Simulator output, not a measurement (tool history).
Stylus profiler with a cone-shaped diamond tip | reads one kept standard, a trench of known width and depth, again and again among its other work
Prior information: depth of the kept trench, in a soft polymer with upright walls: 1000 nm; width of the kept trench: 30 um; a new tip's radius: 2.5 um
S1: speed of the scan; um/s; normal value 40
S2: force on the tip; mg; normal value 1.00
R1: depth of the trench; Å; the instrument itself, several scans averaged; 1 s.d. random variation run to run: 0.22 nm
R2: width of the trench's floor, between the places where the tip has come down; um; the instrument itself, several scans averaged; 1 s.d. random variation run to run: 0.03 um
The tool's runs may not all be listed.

Run 1, day 0.000: usual settings. Result: R1 10061.8 Å, R2 25.56 um.
Run 2, day 0.358: usual settings. Result: R1 10059.2 Å, R2 25.64 um.
Run 3, day 0.996: usual settings. Result: R1 10061.0 Å, R2 25.55 um.
Run 4, day 1.546: usual settings but S1 109 um/s. Result: R1 10060.0 Å, R2 24.94 um.
Run 5, day 2.292: usual settings but S1 109 um/s. Result: R1 10059.7 Å, R2 24.91 um.
Run 6, day 2.846: usual settings but S1 109 um/s. Result: R1 10060.2 Å, R2 24.90 um.
Run 7, day 3.646: usual settings but S1 109 um/s. Result: R1 10056.4 Å, R2 24.92 um.
Run 8, day 4.125: usual settings but S1 109 um/s. Result: R1 10058.5 Å, R2 24.98 um.
Run 9, day 4.917: usual settings but S1 109 um/s. Result: R1 10058.7 Å, R2 24.98 um.
Run 10, day 5.638: usual settings but S1 109 um/s. Result: R1 10058.4 Å, R2 24.90 um.
Run 11, day 6.096: usual settings but S1 109 um/s. Result: R1 10058.6 Å, R2 24.93 um.
Run 12, day 6.608: usual settings but S1 109 um/s, S2 0.41 mg. Result: R1 10029.7 Å, R2 24.36 um.
Run 13, day 7.212: usual settings but S1 109 um/s, S2 0.41 mg. Result: R1 10030.9 Å, R2 24.36 um.
Run 14, day 7.804: usual settings but S1 109 um/s, S2 0.41 mg. Result: R1 10032.5 Å, R2 24.33 um.
Run 15, day 8.592: usual settings but S1 109 um/s, S2 0.41 mg. Result: R1 10030.9 Å, R2 24.36 um.
Run 16, day 9.108: usual settings but S1 78 um/s, S2 2.97 mg. Result: R1 10122.2 Å, R2 25.54 um.
Run 17, day 9.721: usual settings but S1 37 um/s, S2 2.97 mg. Result: R1 10117.9 Å, R2 25.79 um.
Run 18, day 10.462: usual settings but S1 37 um/s, S2 2.97 mg. Result: R1 10117.3 Å, R2 25.78 um.
Run 19, day 10.829: usual settings but S1 38 um/s, S2 0.66 mg. Result: R1 10043.2 Å, R2 25.55 um.
Run 20, day 11.529: usual settings but S1 38 um/s, S2 0.66 mg. Result: R1 10046.3 Å, R2 25.58 um.
Run 21, day 11.975: usual settings but S1 16 um/s, S2 0.50 mg. Result: R1 10037.3 Å, R2 25.71 um.
Run 22, day 12.708: usual settings but S1 47 um/s, S2 0.92 mg. Result: R1 10054.5 Å, R2 25.53 um.
Run 23, day 13.071: usual settings but S1 47 um/s, S2 0.92 mg. Result: R1 10054.5 Å, R2 25.51 um.
Run 24, day 13.775: usual settings but S1 47 um/s, S2 0.92 mg. Result: R1 10055.2 Å, R2 25.51 um.
Run 25, day 14.133: usual settings but S1 47 um/s, S2 0.92 mg. Result: R1 10053.4 Å, R2 25.48 um.
Run 26, day 14.846: usual settings but S1 47 um/s, S2 0.92 mg. Result: R1 10054.0 Å, R2 25.51 um.
Run 27, day 15.371: usual settings but S1 125 um/s, S2 1.68 mg. Result: R1 10081.2 Å, R2 25.06 um.
Run 28, day 15.979: usual settings but S1 125 um/s, S2 0.92 mg. Result: R1 10057.7 Å, R2 24.74 um.
Run 29, day 16.400: usual settings but S1 125 um/s, S2 0.92 mg. Result: R1 10052.4 Å, R2 24.75 um.

3 ways to go on from here, each from the tool as it stands after run 29. What would each give?
Run A, day 16.946: usual settings but S1 66 um/s, S2 0.61 mg. Result: R1 ?, R2 ?.
Run B, day 16.946: usual settings but S1 16 um/s. Result: R1 ?, R2 ?.
Run C, day 16.946: usual settings but S1 80 um/s, S2 1.19 mg. Result: R1 ?, R2 ?.

run       R1     R2
  A  10042.4  25.14
  B  10060.5  25.83
  C  10070.5  25.26
Without the tool's unlogged condition, the same runs would have read:
run       R1     R2
  A  10042.6  25.16
  B  10060.7  25.85
  C  10070.7  25.28
